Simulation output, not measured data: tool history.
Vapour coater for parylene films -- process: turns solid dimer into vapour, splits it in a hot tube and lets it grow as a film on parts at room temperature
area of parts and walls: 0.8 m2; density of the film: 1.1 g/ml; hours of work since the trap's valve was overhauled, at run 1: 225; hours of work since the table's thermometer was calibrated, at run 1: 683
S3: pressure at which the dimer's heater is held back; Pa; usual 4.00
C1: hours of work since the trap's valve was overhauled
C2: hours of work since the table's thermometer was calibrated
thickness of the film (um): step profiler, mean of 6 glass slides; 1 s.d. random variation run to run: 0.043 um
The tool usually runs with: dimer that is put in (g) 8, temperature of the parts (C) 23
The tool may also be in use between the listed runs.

run 1 hour=0.0 | dimer_that_is_put_in_(g)=8 temperature_of_the_parts_(C)=23 S3=4.00 | C1=225 C2=683 | thickness_of_the_film_(um)=4.53
run 2 hour=25.6 | dimer_that_is_put_in_(g)=8 temperature_of_the_parts_(C)=23 S3=4.00 | C1=243 C2=700 | thickness_of_the_film_(um)=4.49
run 3 hour=50.2 | dimer_that_is_put_in_(g)=8 temperature_of_the_parts_(C)=23 S3=4.00 | C1=260 C2=717 | thickness_of_the_film_(um)=4.41
run 4 hour=75.1 | dimer_that_is_put_in_(g)=8 temperature_of_the_parts_(C)=23 S3=4.00 | C1=277 C2=734 | thickness_of_the_film_(um)=4.46
run 5 hour=119.1 | dimer_that_is_put_in_(g)=8 temperature_of_the_parts_(C)=23 S3=4.00 | C1=307 C2=765 | thickness_of_the_film_(um)=4.50
run 6 hour=156.7 | dimer_that_is_put_in_(g)=8 temperature_of_the_parts_(C)=23 S3=4.00 | C1=333 C2=791 | thickness_of_the_film_(um)=4.41
run 7 hour=196.0 | dimer_that_is_put_in_(g)=8 temperature_of_the_parts_(C)=23 S3=5.39 | C1=360 C2=818 | thickness_of_the_film_(um)=4.28
run 8 hour=230.5 | dimer_that_is_put_in_(g)=8 temperature_of_the_parts_(C)=23 S3=5.39 | C1=384 C2=842 | thickness_of_the_film_(um)=4.27
run 9 hour=273.4 | dimer_that_is_put_in_(g)=8 temperature_of_the_parts_(C)=23 S3=5.39 | C1=414 C2=871 | thickness_of_the_film_(um)=4.22
run 10 hour=302.7 | dimer_that_is_put_in_(g)=8 temperature_of_the_parts_(C)=18 S3=4.00 | C1=434 C2=891 | thickness_of_the_film_(um)=4.95
run 11 hour=330.4 | dimer_that_is_put_in_(g)=8 temperature_of_the_parts_(C)=18 S3=4.00 | C1=453 C2=910 | thickness_of_the_film_(um)=4.92
run 12 hour=371.5 | dimer_that_is_put_in_(g)=8 temperature_of_the_parts_(C)=23 S3=4.00 | C1=481 C2=939 | thickness_of_the_film_(um)=4.24
run 13 hour=408.8 | dimer_that_is_put_in_(g)=8 temperature_of_the_parts_(C)=23 S3=4.00 | C1=507 C2=965 | thickness_of_the_film_(um)=4.27
run 14 hour=441.2 | dimer_that_is_put_in_(g)=8 temperature_of_the_parts_(C)=23 S3=9.77 | C1=529 C2=987 | thickness_of_the_film_(um)=3.83
run 15 hour=459.8 | dimer_that_is_put_in_(g)=8 temperature_of_the_parts_(C)=23 S3=9.77 | C1=542 C2=1000 | thickness_of_the_film_(um)=3.82
run 16 hour=494.9 | dimer_that_is_put_in_(g)=8 temperature_of_the_parts_(C)=23 S3=2.25 | C1=566 C2=1024 | thickness_of_the_film_(um)=4.44
-- hour=501.4 trap's valve overhauled
run 17 hour=523.0 | dimer_that_is_put_in_(g)=8 temperature_of_the_parts_(C)=23 S3=7.73 | C1=15 C2=1040 | thickness_of_the_film_(um)=4.45
run 18 hour=554.0 | dimer_that_is_put_in_(g)=8 temperature_of_the_parts_(C)=23 S3=7.73 | C1=36 C2=1062 | thickness_of_the_film_(um)=4.43
run 19 hour=573.4 | dimer_that_is_put_in_(g)=3 temperature_of_the_parts_(C)=23 S3=7.73 | C1=50 C2=1075 | thickness_of_the_film_(um)=1.63
run 20 hour=605.3 | dimer_that_is_put_in_(g)=8 temperature_of_the_parts_(C)=23 S3=4.07 | C1=72 C2=1097 | thickness_of_the_film_(um)=4.72
run 21 hour=641.3 | dimer_that_is_put_in_(g)=8 temperature_of_the_parts_(C)=34 S3=4.00 | C1=96 C2=1122 | thickness_of_the_film_(um)=3.46
run 22 hour=665.9 | dimer_that_is_put_in_(g)=8 temperature_of_the_parts_(C)=34 S3=4.00 | C1=113 C2=1139 | thickness_of_the_film_(um)=3.36
run 23 hour=688.8 | dimer_that_is_put_in_(g)=10 temperature_of_the_parts_(C)=25 S3=11.27 | C1=129 C2=1155 | thickness_of_the_film_(um)=4.88
run 24 hour=714.4 | dimer_that_is_put_in_(g)=4 temperature_of_the_parts_(C)=23 S3=4.00 | C1=147 C2=1172 | thickness_of_the_film_(um)=2.33
run 25 hour=745.7 | dimer_that_is_put_in_(g)=9 temperature_of_the_parts_(C)=29 S3=6.38 | C1=168 C2=1194 | thickness_of_the_film_(um)=4.11
run 26 hour=781.9 | dimer_that_is_put_in_(g)=9 temperature_of_the_parts_(C)=29 S3=6.38 | C1=193 C2=1219 | thickness_of_the_film_(um)=4.12
run 27 hour=810.7 | dimer_that_is_put_in_(g)=4 temperature_of_the_parts_(C)=18 S3=4.12 | C1=213 C2=1239 | thickness_of_the_film_(um)=2.61
-- hour=837.9 table's thermometer calibrated
run 28 hour=854.2 | dimer_that_is_put_in_(g)=13 temperature_of_the_parts_(C)=23 S3=5.42 | C1=242 C2=11 | thickness_of_the_film_(um)=7.04
run 29 hour=889.6 | dimer_that_is_put_in_(g)=8 temperature_of_the_parts_(C)=15 S3=2.93 | C1=267 C2=36 | thickness_of_the_film_(um)=5.68
run 30 hour=928.2 | dimer_that_is_put_in_(g)=8 temperature_of_the_parts_(C)=15 S3=2.93 | C1=294 C2=62 | thickness_of_the_film_(um)=5.58
run 31 hour=958.6 | dimer_that_is_put_in_(g)=8 temperature_of_the_parts_(C)=15 S3=2.93 | C1=314 C2=83 | thickness_of_the_film_(um)=5.56
run 32 hour=983.8 | dimer_that_is_put_in_(g)=8 temperature_of_the_parts_(C)=15 S3=3.80 | C1=332 C2=101 | thickness_of_the_film_(um)=5.43
run 33 hour=1011.3 | dimer_that_is_put_in_(g)=8 temperature_of_the_parts_(C)=23 S3=3.45 | C1=351 C2=120 | thickness_of_the_film_(um)=4.44
run 34 hour=1053.0 | dimer_that_is_put_in_(g)=8 temperature_of_the_parts_(C)=23 S3=3.45 | C1=380 C2=148 | thickness_of_the_film_(um)=4.36
run 35 hour=1073.0 | dimer_that_is_put_in_(g)=10 temperature_of_the_parts_(C)=23 S3=8.52 | C1=393 C2=162 | thickness_of_the_film_(um)=4.97
run 36 hour=1102.2 | dimer_that_is_put_in_(g)=10 temperature_of_the_parts_(C)=23 S3=8.52 | C1=413 C2=182 | thickness_of_the_film_(um)=4.96
run 37 hour=1144.5 | dimer_that_is_put_in_(g)=7 temperature_of_the_parts_(C)=22 S3=8.85 | C1=443 C2=211 | thickness_of_the_film_(um)=3.54
run 38 hour=1166.6 | dimer_that_is_put_in_(g)=10 temperature_of_the_parts_(C)=26 S3=8.01 | C1=458 C2=227 | thickness_of_the_film_(um)=4.58
run 39 hour=1192.3 | dimer_that_is_put_in_(g)=8 temperature_of_the_parts_(C)=19 S3=4.00 | C1=476 C2=244 | thickness_of_the_film_(um)=4.73
run 40 hour=1235.3 | dimer_that_is_put_in_(g)=3 temperature_of_the_parts_(C)=19 S3=6.96 | C1=505 C2=274 | thickness_of_the_film_(um)=1.66
run 41 hour=1266.9 | dimer_that_is_put_in_(g)=10 temperature_of_the_parts_(C)=32 S3=3.46 | C1=527 C2=296 | thickness_of_the_film_(um)=4.13

For each run, the measured value with the value that run would have given without the tool's hidden condition subtracted. The run-to-run variation is shared by both, the gauge scatter possibly not:
Unlogged tool condition in this case: vapour lost through the trap's worn valve, %; true temperature of the parts over the reading, C; drift of the gauge itself on film_um, %.
run=1 thickness_of_the_film_(um)=-0.20
run=2 thickness_of_the_film_(um)=-0.21
run=3 thickness_of_the_film_(um)=-0.23
run=4 thickness_of_the_film_(um)=-0.25
run=5 thickness_of_the_film_(um)=-0.28
run=6 thickness_of_the_film_(um)=-0.30
run=7 thickness_of_the_film_(um)=-0.32
run=8 thickness_of_the_film_(um)=-0.34
run=9 thickness_of_the_film_(um)=-0.36
run=10 thickness_of_the_film_(um)=-0.46
run=11 thickness_of_the_film_(um)=-0.47
run=12 thickness_of_the_film_(um)=-0.44
run=13 thickness_of_the_film_(um)=-0.47
run=14 thickness_of_the_film_(um)=-0.45
run=15 thickness_of_the_film_(um)=-0.46
run=16 thickness_of_the_film_(um)=-0.55
run=17 thickness_of_the_film_(um)=+0.01
run=18 thickness_of_the_film_(um)=-0.01
run=19 thickness_of_the_film_(um)=+0.00
run=20 thickness_of_the_film_(um)=-0.04
run=21 thickness_of_the_film_(um)=-0.05
run=22 thickness_of_the_film_(um)=-0.06
run=23 thickness_of_the_film_(um)=-0.11
run=24 thickness_of_the_film_(um)=-0.06
run=25 thickness_of_the_film_(um)=-0.12
run=26 thickness_of_the_film_(um)=-0.14
run=27 thickness_of_the_film_(um)=-0.11
run=28 thickness_of_the_film_(um)=-0.42
run=29 thickness_of_the_film_(um)=-0.38
run=30 thickness_of_the_film_(um)=-0.41
run=31 thickness_of_the_film_(um)=-0.44
run=32 thickness_of_the_film_(um)=-0.44
run=33 thickness_of_the_film_(um)=-0.38
run=34 thickness_of_the_film_(um)=-0.40
run=35 thickness_of_the_film_(um)=-0.48
run=36 thickness_of_the_film_(um)=-0.50
run=37 thickness_of_the_film_(um)=-0.39
run=38 thickness_of_the_film_(um)=-0.52
run=39 thickness_of_the_film_(um)=-0.55
run=40 thickness_of_the_film_(um)=-0.21
run=41 thickness_of_the_film_(um)=-0.53

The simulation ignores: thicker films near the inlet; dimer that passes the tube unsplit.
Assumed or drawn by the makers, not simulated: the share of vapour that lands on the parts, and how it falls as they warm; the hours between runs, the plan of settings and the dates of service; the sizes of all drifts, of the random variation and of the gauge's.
